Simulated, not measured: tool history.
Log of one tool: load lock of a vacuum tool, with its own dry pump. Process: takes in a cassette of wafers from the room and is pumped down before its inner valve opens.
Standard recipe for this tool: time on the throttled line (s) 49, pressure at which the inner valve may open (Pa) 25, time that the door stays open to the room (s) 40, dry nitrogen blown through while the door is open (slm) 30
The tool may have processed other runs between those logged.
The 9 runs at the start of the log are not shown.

run	hour	time on the throttled line (s)	pressure at which the inner valve may open (Pa)	time that the door stays open to the room (s)	dry nitrogen blown through while the door is open (slm)	hours that the pump has run since its overhaul	times that the door has closed on its seal	incoming humidity of the room's air, %	time from the closed door until the inner valve may open (s)	rise of the pressure with all valves shut (Pa/min)
10	4798.4	31	37	40	4	11436	32515	42.8	55.5	0.236
11	5475.6	31	37	40	4	12113	34009	44.0	56.3	0.247
12	5827.5	31	37	40	10	12465	34785	44.6	55.8	0.250
13	6428.6	49	25	40	30	13066	36111	47.1	73.4	0.261
14	6802.9	49	25	40	30	13440	36936	44.6	73.6	0.261
15	7479.1	49	25	40	30	14116	38427	43.8	73.1	0.289
# hour 7914.8: dry pump taken out, an overhauled one fitted
16	8000.6	49	25	40	30	86	39564	46.5	68.0	0.296
17	8531.9	49	25	40	30	617	40736	43.4	69.3	0.305
18	9026.6	49	25	40	30	1112	41827	46.9	69.7	0.320
19	9525.1	32	25	29	9	1610	42927	44.5	54.6	0.335
20	10090.4	40	24	214	9	2176	44173	43.4	62.7	0.373
21	10440.3	40	24	214	9	2525	44945	44.7	62.0	0.383
22	10859.0	56	25	40	13	2944	45868	43.4	76.4	0.377
23	11415.6	49	25	36	14	3501	47096	45.9	70.1	0.395
24	11901.3	28	26	34	26	3986	48167	46.1	51.6	0.387

Run 25 comes next. What will it give?
25	12283.7	28	26	34	26	4369	49011	44.3	?	?

Run 25 produced time from the closed door until the inner valve may open (s) 51.5, rise of the pressure with all valves shut (Pa/min) 0.397.
Take away the tool's hidden state, keep the run-to-run variation as it was, and the same run would have given time from the closed door until the inner valve may open (s) 49.7, rise of the pressure with all valves shut (Pa/min) 0.007.
